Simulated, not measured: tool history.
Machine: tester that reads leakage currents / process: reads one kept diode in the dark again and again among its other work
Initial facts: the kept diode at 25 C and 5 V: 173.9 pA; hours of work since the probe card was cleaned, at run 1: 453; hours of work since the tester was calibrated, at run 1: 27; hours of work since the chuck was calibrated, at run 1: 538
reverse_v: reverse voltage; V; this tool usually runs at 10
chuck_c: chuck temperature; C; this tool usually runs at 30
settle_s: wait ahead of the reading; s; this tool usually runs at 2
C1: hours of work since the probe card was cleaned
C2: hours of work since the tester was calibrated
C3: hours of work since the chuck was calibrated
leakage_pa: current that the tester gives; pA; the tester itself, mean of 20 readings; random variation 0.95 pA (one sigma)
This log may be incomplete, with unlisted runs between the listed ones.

Run 1, hour 0: usual settings; C1 453; C2 27; C3 538. Result: leakage_pa 320.01 pA.
Run 2, hour 43.8: usual settings but reverse_v 7.2 V; C1 480; C2 54; C3 565. Result: leakage_pa 290.57 pA.
Run 3, hour 133.5: usual settings but reverse_v 7.2 V; C1 536; C2 110; C3 621. Result: leakage_pa 292.32 pA.
Run 4, hour 229.9: usual settings; C1 596; C2 170; C3 681. Result: leakage_pa 323.95 pA.
Run 5, hour 327: usual settings; C1 656; C2 230; C3 741. Result: leakage_pa 324.55 pA.
Run 6, hour 416.7: usual settings; C1 711; C2 285; C3 796. Result: leakage_pa 324.92 pA.
Run 7, hour 500.7: usual settings; C1 763; C2 337; C3 848. Result: leakage_pa 325.34 pA.
Run 8, hour 551.3: usual settings; C1 795; C2 369; C3 880. Result: leakage_pa 325.02 pA.
Run 9, hour 611.9: usual settings; C1 832; C2 406; C3 917. Result: leakage_pa 326.3 pA.
Run 10, hour 687.2: usual settings; C1 879; C2 453; C3 964. Result: leakage_pa 327.83 pA.
Run 11, hour 744.6: usual settings; C1 914; C2 488; C3 999. Result: leakage_pa 328.07 pA.
Run 12, hour 826.1: usual settings; C1 965; C2 539; C3 1050. Result: leakage_pa 328.59 pA.
Run 13, hour 914: usual settings; C1 1019; C2 593; C3 1104. Result: leakage_pa 327.91 pA.
Run 14, hour 1010.7: usual settings but settle_s 4.22 s; C1 1079; C2 653; C3 1164. Result: leakage_pa 327.3 pA.
Run 15, hour 1081.2: usual settings but reverse_v 1.2 V; C1 1123; C2 697; C3 1208. Result: leakage_pa 171.06 pA.
Run 16, hour 1157.2: usual settings but reverse_v 7 V; C1 1170; C2 744; C3 1255. Result: leakage_pa 295.81 pA.
Run 17, hour 1212.8: usual settings but reverse_v 7 V; C1 1204; C2 779; C3 1289. Result: leakage_pa 297.42 pA.
Run 18, hour 1255.8: usual settings but reverse_v 7 V; C1 1231; C2 805; C3 1316. Result: leakage_pa 296.61 pA.
Run 19, hour 1312.6: usual settings but reverse_v 1.8 V, chuck_c 53 C; C1 1266; C2 840; C3 1351. Result: leakage_pa 995.06 pA.
Run 20, hour 1388.3: usual settings but reverse_v 10.8 V, chuck_c 28 C; C1 1313; C2 887; C3 1398. Result: leakage_pa 293.01 pA.
Run 21, hour 1432.5: usual settings but reverse_v 20 V, chuck_c 31 C, settle_s 2.35 s; C1 1341; C2 915; C3 1426. Result: leakage_pa 445.04 pA.
Run 22, hour 1511.1: usual settings but reverse_v 3.8 V, chuck_c 42 C, settle_s 1.84 s; C1 1389; C2 963; C3 1474. Result: leakage_pa 593.77 pA.
Run 23, hour 1600.4: usual settings but reverse_v 1.6 V, chuck_c 38 C; C1 1445; C2 1019; C3 1530. Result: leakage_pa 343.64 pA.
Run 24, hour 1666.8: usual settings but chuck_c 40 C, settle_s 4.53 s; C1 1486; C2 1060; C3 1571. Result: leakage_pa 700.11 pA.
Run 25, hour 1747: usual settings but reverse_v 10.4 V, settle_s 1.9 s; C1 1535; C2 1109; C3 1620. Result: leakage_pa 341.33 pA.
Run 26, hour 1833.3: usual settings but settle_s 4.4 s; C1 1589; C2 1163; C3 1674. Result: leakage_pa 333.87 pA.
Run 27, hour 1889.8: usual settings but settle_s 4.4 s; C1 1624; C2 1198; C3 1709. Result: leakage_pa 335.24 pA.
Run 28, hour 1985.9: usual settings but settle_s 4.4 s; C1 1683; C2 1258; C3 1768. Result: leakage_pa 335.99 pA.
Run 29, hour 2070.3: usual settings but settle_s 4.4 s; C1 1736; C2 1310; C3 1821. Result: leakage_pa 336.61 pA.
At hour 2124.3: chuck's temperature calibrated.
Run 30, hour 2139.2: usual settings but chuck_c 33 C, settle_s 8.76 s; C1 1777; C2 1351; C3 9. Result: leakage_pa 400.13 pA.
Run 31, hour 2224.6: usual settings but reverse_v 11 V, chuck_c 33 C, settle_s 1.13 s; C1 1830; C2 1404; C3 62. Result: leakage_pa 413.14 pA.
Run 32, hour 2289.9: usual settings but reverse_v 11 V, chuck_c 33 C, settle_s 1.13 s; C1 1871; C2 1445; C3 103. Result: leakage_pa 413.87 pA.
Run 33, hour 2334.5: usual settings but reverse_v 11 V, chuck_c 53 C, settle_s 4.67 s; C1 1898; C2 1472; C3 130. Result: leakage_pa 1664.4 pA.
Run 34, hour 2385.5: usual settings but reverse_v 11 V, chuck_c 53 C, settle_s 4.67 s; C1 1930; C2 1504; C3 162. Result: leakage_pa 1685.02 pA.

For some of the steps in leakage_pa from one run to the next: how much would appear even if the tool had no hidden state, given the settings, what came in and random variation, and how much remains for the hidden state plus any gauge scatter that the measured result and the result without hidden state don't share?
What the log doesn't record here: stray current of the dirty probe card, pA a volt; current scale over the true one, %; true chuck temperature over the reading, C; drift of the gauge itself on leakage_pa, %.
Run 18 -> 19: reverse_v 7 -> 1.8, chuck_c 30 -> 53. leakage_pa +698.45 pA: hidden state +21.27, all else +677.18.
Run 19 -> 20: reverse_v 1.8 -> 10.8, chuck_c 53 -> 28. leakage_pa -702.05 pA: hidden state -19.9, all else -682.15.
Run 29 -> 30: chuck_c 30 -> 33, settle_s 4.4 -> 8.76, chuck's temperature calibrated. leakage_pa +63.52 pA: hidden state -18.58, all else +82.1.
Run 32 -> 33: chuck_c 33 -> 53, settle_s 1.13 -> 4.67. leakage_pa +1250.53 pA: hidden state +3.44, all else +1247.09.
